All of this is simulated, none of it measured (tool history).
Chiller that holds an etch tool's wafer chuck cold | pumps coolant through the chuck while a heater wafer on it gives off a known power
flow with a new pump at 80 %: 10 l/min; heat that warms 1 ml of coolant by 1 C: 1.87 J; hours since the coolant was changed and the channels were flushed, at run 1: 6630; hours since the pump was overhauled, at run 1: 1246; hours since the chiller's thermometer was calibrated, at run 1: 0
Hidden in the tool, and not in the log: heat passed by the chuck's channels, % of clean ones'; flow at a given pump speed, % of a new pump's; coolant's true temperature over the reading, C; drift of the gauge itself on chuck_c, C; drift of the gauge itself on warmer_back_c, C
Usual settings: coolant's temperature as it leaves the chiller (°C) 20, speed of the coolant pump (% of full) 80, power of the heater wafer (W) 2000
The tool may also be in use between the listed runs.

run     day  coolant's temperature as it leaves the chiller (°C)  speed of the coolant pump (% of full)  power of the heater wafer (W)  hours since the coolant was changed and the channels were flushed  hours since the pump was overhauled  hours since the chiller's thermometer was calibrated  chuck's temperature once it has settled (°C)  how much warmer the coolant comes back (C)
  1   0.000                                                   20                                     80                           2000                                                               6630                                 1246                                                     0                                          35.3                                        6.54
  2   1.875                                                   20                                     80                           2000                                                               6675                                 1291                                                    45                                          35.2                                        6.54
  3   3.883                                                   28                                     80                           2000                                                               6723                                 1339                                                    93                                          43.3                                        6.59
  4   5.700                                                   20                                     80                           2000                                                               6767                                 1383                                                   137                                          35.3                                        6.57
  5   7.671                                                   20                                     80                           2000                                                               6814                                 1430                                                   184                                          35.3                                        6.53
  6   9.238                                                   20                                     80                           2000                                                               6852                                 1468                                                   222                                          35.3                                        6.54
  7  11.462                                                   21                                     80                           2000                                                               6905                                 1521                                                   275                                          36.5                                        6.57
  8  13.692                                                   21                                     80                           2000                                                               6959                                 1575                                                   329                                          36.6                                        6.65
  9  15.088                                                   21                                     80                           1614                                                               6992                                 1608                                                   362                                          33.5                                        5.33
 10  17.162                                                   20                                     80                           2000                                                               7042                                 1658                                                   412                                          35.5                                        6.63
 11  18.375                                                   20                                     80                           2000                                                               7071                                 1687                                                   441                                          35.6                                        6.62
 12  20.554                                                   20                                     80                           2000                                                               7124                                 1739                                                   493                                          35.5                                        6.64
 13  21.996                                                   20                                     80                           2000                                                               7158                                 1774                                                   528                                          35.4                                        6.59
 14  23.512                                                   20                                     80                           2000                                                               7195                                 1810                                                   564                                          35.6                                        6.65
 15  24.817                                                   20                                     80                           2000                                                               7226                                 1842                                                   596                                          35.7                                        6.67
 16  26.933                                                   20                                     80                           2000                                                               7277                                 1893                                                   646                                          35.6                                        6.63
 17  28.421                                                   12                                     80                           1978                                                               7312                                 1928                                                   682                                          27.3                                        6.59
 18  30.354                                                   12                                     80                           1978                                                               7359                                 1975                                                   728                                          27.5                                        6.57
     30.567  -- chiller's thermometer calibrated
 19  31.954                                                   20                                     65                           2437                                                               7396                                 2012                                                    33                                          43.1                                       10.26
 20  34.025                                                   23                                     89                           2268                                                               7446                                 2062                                                    83                                          39.3                                        6.69
     34.450  -- chiller's thermometer calibrated, once more
 21  35.012                                                   23                                     89                           2268                                                               7469                                 2085                                                    14                                          39.2                                        6.64
 22  36.642                                                   23                                     75                           1511                                                               7508                                 2124                                                    53                                          35.4                                        5.46
 23  37.771                                                   15                                     73                           1482                                                               7535                                 2151                                                    80                                          27.8                                        5.49
 24  39.762                                                   22                                     94                           1607                                                               7583                                 2198                                                   127                                          33.1                                        4.45
 25  40.875                                                   14                                     66                           2000                                                               7609                                 2225                                                   154                                          32.6                                        8.29
 26  42.546                                                   14                                     82                           1329                                                               7649                                 2265                                                   194                                          24.0                                        4.27
 27  44.396                                                   20                                     85                           2000                                                               7694                                 2310                                                   239                                          35.0                                        6.25
 28  45.783                                                   27                                     88                           2000                                                               7727                                 2343                                                   272                                          41.5                                        5.96
 29  47.254                                                   27                                     88                           2000                                                               7762                                 2378                                                   307                                          41.6                                        5.97
 30  48.521                                                   18                                     80                           2000                                                               7793                                 2409                                                   338                                          33.9                                        6.66
 31  50.267                                                   18                                     62                           1241                                                               7835                                 2451                                                   380                                          30.4                                        5.51
 32  51.458                                                   18                                     85                           1300                                                               7863                                 2479                                                   408                                          27.6                                        4.01

4 ways to go on from here, each from the tool as it stands after run 32. What would each give?
  A  52.775                                                   20                                     80                           1613                                                               7895                                 2511                                                   440                                             ?                                           ?
  B  52.775                                                   26                                     71                           1975                                                               7895                                 2511                                                   440                                             ?                                           ?
  C  52.775                                                   29                                    100                           1588                                                               7895                                 2511                                                   440                                             ?                                           ?
  D  52.775                                                   11                                     85                           2836                                                               7895                                 2511                                                   440                                             ?                                           ?

run  chuck's temperature once it has settled (°C)  how much warmer the coolant comes back (C)
  A                                          32.9                                        5.39
  B                                          43.6                                        7.56
  C                                          39.3                                        4.12
  D                                          32.4                                        8.93
Without the tool's hidden state the same runs would have given:
run  chuck's temperature once it has settled (°C)  how much warmer the coolant comes back (C)
  A                                          30.7                                        5.18
  B                                          40.6                                        7.27
  C                                          37.5                                        3.96
  D                                          28.7                                        8.59

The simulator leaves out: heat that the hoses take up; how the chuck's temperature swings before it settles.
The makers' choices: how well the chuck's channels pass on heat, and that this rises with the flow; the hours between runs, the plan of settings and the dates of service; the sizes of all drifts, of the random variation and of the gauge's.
